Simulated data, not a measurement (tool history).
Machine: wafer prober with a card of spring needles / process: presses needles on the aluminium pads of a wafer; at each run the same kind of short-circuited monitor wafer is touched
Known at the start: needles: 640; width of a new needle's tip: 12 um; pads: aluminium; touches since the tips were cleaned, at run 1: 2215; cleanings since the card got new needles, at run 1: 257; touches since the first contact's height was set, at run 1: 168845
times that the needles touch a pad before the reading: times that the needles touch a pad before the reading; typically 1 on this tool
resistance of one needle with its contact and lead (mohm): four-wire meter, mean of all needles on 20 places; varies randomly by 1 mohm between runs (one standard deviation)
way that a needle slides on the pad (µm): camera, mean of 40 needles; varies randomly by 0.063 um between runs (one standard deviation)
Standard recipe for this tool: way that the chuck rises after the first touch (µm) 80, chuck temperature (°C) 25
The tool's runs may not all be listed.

run    hour  way that the chuck rises after the first touch (µm)  chuck temperature (°C)  times that the needles touch a pad before the reading  touches since the tips were cleaned  cleanings since the card got new needles  touches since the first contact's height was set  resistance of one needle with its contact and lead (mohm)  way that a needle slides on the pad (µm)
  1     0.0                                                   80                      25                                                      1                                 2215                                       257                                            168845                                                        241                                     14.26
        6.3  -- tips cleaned on abrasive film
       21.8  -- tips cleaned on abrasive film
       34.3  -- tips cleaned on abrasive film
       49.8  -- tips cleaned on abrasive film
       65.3  -- tips cleaned on abrasive film
       77.8  -- tips cleaned on abrasive film
  2    82.1                                                   80                      25                                                      1                                 1060                                       263                                            188755                                                        237                                     14.15
       91.5  -- tips cleaned on abrasive film
      103.9  -- tips cleaned on abrasive film
      116.4  -- tips cleaned on abrasive film
  3   127.4                                                   80                      25                                                      1                                 2693                                       266                                            199742                                                        242                                     14.14
      130.6  -- tips cleaned on abrasive film
      143.1  -- tips cleaned on abrasive film
      155.5  -- tips cleaned on abrasive film
      170.6  -- tips cleaned on abrasive film
  4   170.6                                                   80                      25                                                      1                                    0                                       270                                            210193                                                        234                                     14.11
      183.1  -- tips cleaned on abrasive film
      198.6  -- tips cleaned on abrasive film
      211.1  -- tips cleaned on abrasive film
      223.5  -- tips cleaned on abrasive film
      223.8  -- height of the first contact set anew
      236.3  -- tips cleaned on abrasive film
      248.7  -- tips cleaned on abrasive film
  5   256.1                                                   80                      25                                                      1                                 1807                                       276                                              7839                                                        242                                     13.69
      262.4  -- tips cleaned on abrasive film
      277.9  -- tips cleaned on abrasive film
      290.4  -- tips cleaned on abrasive film
      302.8  -- tips cleaned on abrasive film
      315.3  -- tips cleaned on abrasive film
      327.7  -- tips cleaned on abrasive film
  6   333.4                                                   80                      25                                                      1                                 1396                                       282                                             26575                                                        239                                     13.47
      342.8  -- tips cleaned on abrasive film
      355.2  -- tips cleaned on abrasive film
      367.7  -- tips cleaned on abrasive film
      380.1  -- tips cleaned on abrasive film
      392.6  -- tips cleaned on abrasive film
  7   402.9                                                   80                      25                                                      1                                 2512                                       287                                             43413                                                        242                                     13.47
      406.1  -- tips cleaned on abrasive film
      421.6  -- tips cleaned on abrasive film
      437.1  -- tips cleaned on abrasive film
      452.7  -- tips cleaned on abrasive film
  8   453.8                                                   80                      25                                                      1                                  261                                       291                                             55739                                                        236                                     13.49
      466.2  -- tips cleaned on abrasive film
      481.7  -- tips cleaned on abrasive film
      485.1  -- height of the first contact set anew, once more
      494.5  -- tips cleaned on abrasive film
      510.0  -- tips cleaned on abrasive film
      525.6  -- tips cleaned on abrasive film
      538.0  -- tips cleaned on abrasive film
  9   545.0                                                   78                      25                                                      1                                 1709                                       297                                             14527                                                        241                                     14.80
      551.3  -- tips cleaned on abrasive film
      563.7  -- tips cleaned on abrasive film
      579.3  -- tips cleaned on abrasive film
      591.7  -- tips cleaned on abrasive film
      604.2  -- tips cleaned on abrasive film
 10   604.3                                                   78                      34                                                      1                                   20                                       302                                             28873                                                        235                                     14.64
      616.8  -- tips cleaned on abrasive film
      629.3  -- tips cleaned on abrasive film
      641.7  -- tips cleaned on abrasive film
      654.2  -- tips cleaned on abrasive film
      669.7  -- tips cleaned on abrasive film
 11   674.0                                                   78                      34                                                      1                                 1047                                       307                                             45782                                                        241                                     14.56
      683.4  -- tips cleaned on abrasive film
      695.8  -- tips cleaned on abrasive film
      708.3  -- tips cleaned on abrasive film
      723.8  -- tips cleaned on abrasive film
 12   729.7                                                   80                      25                                                      1                                 1433                                       311                                             59280                                                        240                                     14.95
      739.0  -- tips cleaned on abrasive film
      751.5  -- tips cleaned on abrasive film
      767.0  -- tips cleaned on abrasive film
      782.6  -- tips cleaned on abrasive film
      795.0  -- tips cleaned on abrasive film
      807.5  -- tips cleaned on abrasive film
      819.9  -- tips cleaned on abrasive film
 13   826.0                                                   90                      25                                                      1                                 1492                                       318                                             82637                                                        235                                     16.72
      835.4  -- tips cleaned on abrasive film
      847.8  -- tips cleaned on abrasive film
      863.4  -- tips cleaned on abrasive film
      875.8  -- tips cleaned on abrasive film
      888.3  -- tips cleaned on abrasive film
      900.7  -- tips cleaned on abrasive film
      913.2  -- tips cleaned on abrasive film
 14   916.6                                                   90                      25                                                      1                                  839                                       325                                            104587                                                        236                                     16.56
      926.0  -- tips cleaned on abrasive film
      938.4  -- tips cleaned on abrasive film
      950.9  -- tips cleaned on abrasive film
      963.3  -- tips cleaned on abrasive film
      975.8  -- tips cleaned on abrasive film
 15   977.3                                                   90                      62                                                      1                                  365                                       330                                            119278                                                        244                                     16.50
      989.7  -- tips cleaned on abrasive film
     1002.2  -- tips cleaned on abrasive film
     1017.7  -- tips cleaned on abrasive film
 16  1028.3                                                   90                     119                                                      1                                 2593                                       333                                            131672                                                        262                                     16.32
     1031.5  -- tips cleaned on abrasive film
     1044.0  -- tips cleaned on abrasive film
     1056.4  -- tips cleaned on abrasive film
     1068.9  -- tips cleaned on abrasive film
     1081.3  -- tips cleaned on abrasive film
     1093.8  -- tips cleaned on abrasive film
     1108.1  -- tips cleaned on abrasive film
 17  1108.1                                                   98                      65                                                      1                                    0                                       340                                            150979                                                        240                                     17.89
     1123.6  -- tips cleaned on abrasive film
     1136.1  -- tips cleaned on abrasive film
     1151.6  -- tips cleaned on abrasive film
     1164.1  -- tips cleaned on abrasive film
     1176.5  -- tips cleaned on abrasive film
 18  1178.0                                                   80                      25                                                      3                                  371                                       345                                            167936                                                        234                                     14.18
     1190.5  -- tips cleaned on abrasive film
     1206.0  -- tips cleaned on abrasive film
     1220.7  -- tips cleaned on abrasive film
 19  1220.7                                                   80                      71                                                      2                                    0                                       348                                            178284                                                        248                                     14.13
     1236.2  -- tips cleaned on abrasive film
     1248.7  -- tips cleaned on abrasive film
     1261.1  -- tips cleaned on abrasive film
 20  1265.2                                                   80                      71                                                      2                                  994                                       351                                            189080                                                        251                                     14.17
     1274.6  -- tips cleaned on abrasive film
     1290.1  -- tips cleaned on abrasive film
     1305.7  -- tips cleaned on abrasive film
     1318.1  -- tips cleaned on abrasive film
     1333.7  -- tips cleaned on abrasive film
     1346.1  -- tips cleaned on abrasive film
     1358.6  -- tips cleaned on abrasive film
 21  1358.6                                                   85                      33                                                      2                                    0                                       358                                            211709                                                        234                                     14.89
     1374.1  -- tips cleaned on abrasive film
     1386.5  -- tips cleaned on abrasive film
     1402.1  -- tips cleaned on abrasive film
     1405.4  -- height of the first contact set anew
     1414.8  -- tips cleaned on abrasive film
 22  1419.1                                                   85                      33                                                      2                                 1047                                       362                                              3309                                                        239                                     16.12
     1428.5  -- tips cleaned on abrasive film
     1444.0  -- tips cleaned on abrasive film
     1456.5  -- tips cleaned on abrasive film
 23  1466.9                                                   77                      49                                                      2                                 2549                                       365                                             14908                                                        245                                     14.64
     1470.1  -- tips cleaned on abrasive film
     1482.5  -- tips cleaned on abrasive film
     1495.0  -- tips cleaned on abrasive film
 24  1506.8                                                   77                      49                                                      2                                 2872                                       368                                             24568                                                        245                                     14.46

Across each entry between runs, compare the hidden state at the last listed run before it with the hidden state at the first listed run after it:
Logged between run 1 and run 2: tips cleaned on abrasive film (hour 6.3); tips cleaned on abrasive film (hour 21.8); tips cleaned on abrasive film (hour 34.3); tips cleaned on abrasive film (hour 49.8); tips cleaned on abrasive film (hour 65.3); tips cleaned on abrasive film (hour 77.8)
  debris on the tips, nm: 34.8 -> 20.5; way that the needles fall short of the set height, um: 4.75 -> 5.32; tips' diameter, um: 20.27 -> 20.46
  the result without the hidden state subtracted from the measured one, resistance of one needle with its contact and lead (mohm): +10 -> +8; way that a needle slides on the pad (µm): -0.90 -> -1.01
Logged between run 2 and run 3: tips cleaned on abrasive film (hour 91.5); tips cleaned on abrasive film (hour 103.9); tips cleaned on abrasive film (hour 116.4)
  debris on the tips, nm: 20.5 -> 43.4; way that the needles fall short of the set height, um: 5.32 -> 5.58; tips' diameter, um: 20.46 -> 20.56
  the result without the hidden state subtracted from the measured one, resistance of one needle with its contact and lead (mohm): +8 -> +13; way that a needle slides on the pad (µm): -1.01 -> -1.06
Logged between run 3 and run 4: tips cleaned on abrasive film (hour 130.6); tips cleaned on abrasive film (hour 143.1); tips cleaned on abrasive film (hour 155.5); tips cleaned on abrasive film (hour 170.6)
  debris on the tips, nm: 43.4 -> 2.8; way that the needles fall short of the set height, um: 5.58 -> 5.95; tips' diameter, um: 20.56 -> 20.69
  the result without the hidden state subtracted from the measured one, resistance of one needle with its contact and lead (mohm): +13 -> +4; way that a needle slides on the pad (µm): -1.06 -> -1.13
Logged between run 4 and run 5: tips cleaned on abrasive film (hour 183.1); tips cleaned on abrasive film (hour 198.6); tips cleaned on abrasive film (hour 211.1); tips cleaned on abrasive film (hour 223.5); height of the first contact set anew (hour 223.8); tips cleaned on abrasive film (hour 236.3); tips cleaned on abrasive film (hour 248.7)
  debris on the tips, nm: 2.8 -> 32.5; way that the needles fall short of the set height, um: 5.95 -> 7.97; tips' diameter, um: 20.69 -> 20.87
  the result without the hidden state subtracted from the measured one, resistance of one needle with its contact and lead (mohm): +4 -> +12; way that a needle slides on the pad (µm): -1.13 -> -1.51
Logged between run 5 and run 6: tips cleaned on abrasive film (hour 262.4); tips cleaned on abrasive film (hour 277.9); tips cleaned on abrasive film (hour 290.4); tips cleaned on abrasive film (hour 302.8); tips cleaned on abrasive film (hour 315.3); tips cleaned on abrasive film (hour 327.7)
  debris on the tips, nm: 32.5 -> 22.3; way that the needles fall short of the set height, um: 7.97 -> 8.48; tips' diameter, um: 20.87 -> 21.04
  the result without the hidden state subtracted from the measured one, resistance of one needle with its contact and lead (mohm): +12 -> +10; way that a needle slides on the pad (µm): -1.51 -> -1.61
Logged between run 6 and run 7: tips cleaned on abrasive film (hour 342.8); tips cleaned on abrasive film (hour 355.2); tips cleaned on abrasive film (hour 367.7); tips cleaned on abrasive film (hour 380.1); tips cleaned on abrasive film (hour 392.6)
  debris on the tips, nm: 22.3 -> 40.4; way that the needles fall short of the set height, um: 8.48 -> 8.96; tips' diameter, um: 21.04 -> 21.22
  the result without the hidden state subtracted from the measured one, resistance of one needle with its contact and lead (mohm): +10 -> +14; way that a needle slides on the pad (µm): -1.61 -> -1.70
Logged between run 7 and run 8: tips cleaned on abrasive film (hour 406.1); tips cleaned on abrasive film (hour 421.6); tips cleaned on abrasive film (hour 437.1); tips cleaned on abrasive film (hour 452.7)
  debris on the tips, nm: 40.4 -> 9.4; way that the needles fall short of the set height, um: 8.96 -> 9.33; tips' diameter, um: 21.22 -> 21.34
  the result without the hidden state subtracted from the measured one, resistance of one needle with its contact and lead (mohm): +14 -> +7; way that a needle slides on the pad (µm): -1.70 -> -1.78
Logged between run 8 and run 9: tips cleaned on abrasive film (hour 466.2); tips cleaned on abrasive film (hour 481.7); height of the first contact set anew, once more (hour 485.1); tips cleaned on abrasive film (hour 494.5); tips cleaned on abrasive film (hour 510.0); tips cleaned on abrasive film (hour 525.6); tips cleaned on abrasive film (hour 538.0)
  debris on the tips, nm: 9.4 -> 32.1; way that the needles fall short of the set height, um: 9.33 -> 0.37; tips' diameter, um: 21.34 -> 21.54
  the result without the hidden state subtracted from the measured one, resistance of one needle with its contact and lead (mohm): +7 -> +10; way that a needle slides on the pad (µm): -1.78 -> -0.07
Logged between run 9 and run 10: tips cleaned on abrasive film (hour 551.3); tips cleaned on abrasive film (hour 563.7); tips cleaned on abrasive film (hour 579.3); tips cleaned on abrasive film (hour 591.7); tips cleaned on abrasive film (hour 604.2)
  debris on the tips, nm: 32.1 -> 3.9; way that the needles fall short of the set height, um: 0.37 -> 0.87; tips' diameter, um: 21.54 -> 21.71
  the result without the hidden state subtracted from the measured one, resistance of one needle with its contact and lead (mohm): +10 -> +5; way that a needle slides on the pad (µm): -0.07 -> -0.16
Logged between run 10 and run 11: tips cleaned on abrasive film (hour 616.8); tips cleaned on abrasive film (hour 629.3); tips cleaned on abrasive film (hour 641.7); tips cleaned on abrasive film (hour 654.2); tips cleaned on abrasive film (hour 669.7)
  debris on the tips, nm: 3.9 -> 21; way that the needles fall short of the set height, um: 0.87 -> 1.34; tips' diameter, um: 21.71 -> 21.88
  the result without the hidden state subtracted from the measured one, resistance of one needle with its contact and lead (mohm): +5 -> +8; way that a needle slides on the pad (µm): -0.16 -> -0.25
Logged between run 11 and run 12: tips cleaned on abrasive film (hour 683.4); tips cleaned on abrasive film (hour 695.8); tips cleaned on abrasive film (hour 708.3); tips cleaned on abrasive film (hour 723.8)
  debris on the tips, nm: 21 -> 26.9; way that the needles fall short of the set height, um: 1.34 -> 1.7; tips' diameter, um: 21.88 -> 22
  the result without the hidden state subtracted from the measured one, resistance of one needle with its contact and lead (mohm): +8 -> +9; way that a needle slides on the pad (µm): -0.25 -> -0.32
Logged between run 12 and run 13: tips cleaned on abrasive film (hour 739.0); tips cleaned on abrasive film (hour 751.5); tips cleaned on abrasive film (hour 767.0); tips cleaned on abrasive film (hour 782.6); tips cleaned on abrasive film (hour 795.0); tips cleaned on abrasive film (hour 807.5); tips cleaned on abrasive film (hour 819.9)
  debris on the tips, nm: 26.9 -> 24.8; way that the needles fall short of the set height, um: 1.7 -> 2.37; tips' diameter, um: 22 -> 22.24
  the result without the hidden state subtracted from the measured one, resistance of one needle with its contact and lead (mohm): +9 -> +7; way that a needle slides on the pad (µm): -0.32 -> -0.45
Logged between run 13 and run 14: tips cleaned on abrasive film (hour 835.4); tips cleaned on abrasive film (hour 847.8); tips cleaned on abrasive film (hour 863.4); tips cleaned on abrasive film (hour 875.8); tips cleaned on abrasive film (hour 888.3); tips cleaned on abrasive film (hour 900.7); tips cleaned on abrasive film (hour 913.2)
  debris on the tips, nm: 24.8 -> 15.4; way that the needles fall short of the set height, um: 2.37 -> 3.05; tips' diameter, um: 22.24 -> 22.48
  the result without the hidden state subtracted from the measured one, resistance of one needle with its contact and lead (mohm): +7 -> +6; way that a needle slides on the pad (µm): -0.45 -> -0.58
Logged between run 14 and run 15: tips cleaned on abrasive film (hour 926.0); tips cleaned on abrasive film (hour 938.4); tips cleaned on abrasive film (hour 950.9); tips cleaned on abrasive film (hour 963.3); tips cleaned on abrasive film (hour 975.8)
  debris on the tips, nm: 15.4 -> 10.1; way that the needles fall short of the set height, um: 3.05 -> 3.57; tips' diameter, um: 22.48 -> 22.66
  the result without the hidden state subtracted from the measured one, resistance of one needle with its contact and lead (mohm): +6 -> +5; way that a needle slides on the pad (µm): -0.58 -> -0.68
Logged between run 15 and run 16: tips cleaned on abrasive film (hour 989.7); tips cleaned on abrasive film (hour 1002.2); tips cleaned on abrasive film (hour 1017.7)
  debris on the tips, nm: 10.1 -> 38.7; way that the needles fall short of the set height, um: 3.57 -> 3.84; tips' diameter, um: 22.66 -> 22.76
  the result without the hidden state subtracted from the measured one, resistance of one needle with its contact and lead (mohm): +5 -> +9; way that a needle slides on the pad (µm): -0.68 -> -0.73
Logged between run 16 and run 17: tips cleaned on abrasive film (hour 1031.5); tips cleaned on abrasive film (hour 1044.0); tips cleaned on abrasive film (hour 1056.4); tips cleaned on abrasive film (hour 1068.9); tips cleaned on abrasive film (hour 1081.3); tips cleaned on abrasive film (hour 1093.8); tips cleaned on abrasive film (hour 1108.1)
  debris on the tips, nm: 38.7 -> 4.8; way that the needles fall short of the set height, um: 3.84 -> 4.5; tips' diameter, um: 22.76 -> 22.98
  the result without the hidden state subtracted from the measured one, resistance of one needle with its contact and lead (mohm): +9 -> +3; way that a needle slides on the pad (µm): -0.73 -> -0.85
Logged between run 17 and run 18: tips cleaned on abrasive film (hour 1123.6); tips cleaned on abrasive film (hour 1136.1); tips cleaned on abrasive film (hour 1151.6); tips cleaned on abrasive film (hour 1164.1); tips cleaned on abrasive film (hour 1176.5)
  debris on the tips, nm: 4.8 -> 8.4; way that the needles fall short of the set height, um: 4.5 -> 4.98; tips' diameter, um: 22.98 -> 23.15
  the result without the hidden state subtracted from the measured one, resistance of one needle with its contact and lead (mohm): +3 -> +6; way that a needle slides on the pad (µm): -0.85 -> -0.94
Logged between run 18 and run 19: tips cleaned on abrasive film (hour 1190.5); tips cleaned on abrasive film (hour 1206.0); tips cleaned on abrasive film (hour 1220.7)
  debris on the tips, nm: 8.4 -> 5.3; way that the needles fall short of the set height, um: 4.98 -> 5.24; tips' diameter, um: 23.15 -> 23.25
  the result without the hidden state subtracted from the measured one, resistance of one needle with its contact and lead (mohm): +6 -> +6; way that a needle slides on the pad (µm): -0.94 -> -0.99
Logged between run 19 and run 20: tips cleaned on abrasive film (hour 1236.2); tips cleaned on abrasive film (hour 1248.7); tips cleaned on abrasive film (hour 1261.1)
  debris on the tips, nm: 5.3 -> 21.3; way that the needles fall short of the set height, um: 5.24 -> 5.52; tips' diameter, um: 23.25 -> 23.34
  the result without the hidden state subtracted from the measured one, resistance of one needle with its contact and lead (mohm): +6 -> +9; way that a needle slides on the pad (µm): -0.99 -> -1.05
Logged between run 20 and run 21: tips cleaned on abrasive film (hour 1274.6); tips cleaned on abrasive film (hour 1290.1); tips cleaned on abrasive film (hour 1305.7); tips cleaned on abrasive film (hour 1318.1); tips cleaned on abrasive film (hour 1333.7); tips cleaned on abrasive film (hour 1346.1); tips cleaned on abrasive film (hour 1358.6)
  debris on the tips, nm: 21.3 -> 5.6; way that the needles fall short of the set height, um: 5.52 -> 6.22; tips' diameter, um: 23.34 -> 23.59
  the result without the hidden state subtracted from the measured one, resistance of one needle with its contact and lead (mohm): +9 -> +5; way that a needle slides on the pad (µm): -1.05 -> -1.18
Logged between run 21 and run 22: tips cleaned on abrasive film (hour 1374.1); tips cleaned on abrasive film (hour 1386.5); tips cleaned on abrasive film (hour 1402.1); height of the first contact set anew (hour 1405.4); tips cleaned on abrasive film (hour 1414.8)
  debris on the tips, nm: 5.6 -> 21.1; way that the needles fall short of the set height, um: 6.22 -> 0.1; tips' diameter, um: 23.59 -> 23.72
  the result without the hidden state subtracted from the measured one, resistance of one needle with its contact and lead (mohm): +5 -> +6; way that a needle slides on the pad (µm): -1.18 -> -0.02
Logged between run 22 and run 23: tips cleaned on abrasive film (hour 1428.5); tips cleaned on abrasive film (hour 1444.0); tips cleaned on abrasive film (hour 1456.5)
  debris on the tips, nm: 21.1 -> 37.6; way that the needles fall short of the set height, um: 0.1 -> 0.39; tips' diameter, um: 23.72 -> 23.82
  the result without the hidden state subtracted from the measured one, resistance of one needle with its contact and lead (mohm): +6 -> +10; way that a needle slides on the pad (µm): -0.02 -> -0.07
Logged between run 23 and run 24: tips cleaned on abrasive film (hour 1470.1); tips cleaned on abrasive film (hour 1482.5); tips cleaned on abrasive film (hour 1495.0)
  debris on the tips, nm: 37.6 -> 42.3; way that the needles fall short of the set height, um: 0.39 -> 0.7; tips' diameter, um: 23.82 -> 23.93
  the result without the hidden state subtracted from the measured one, resistance of one needle with its contact and lead (mohm): +10 -> +11; way that a needle slides on the pad (µm): -0.07 -> -0.13
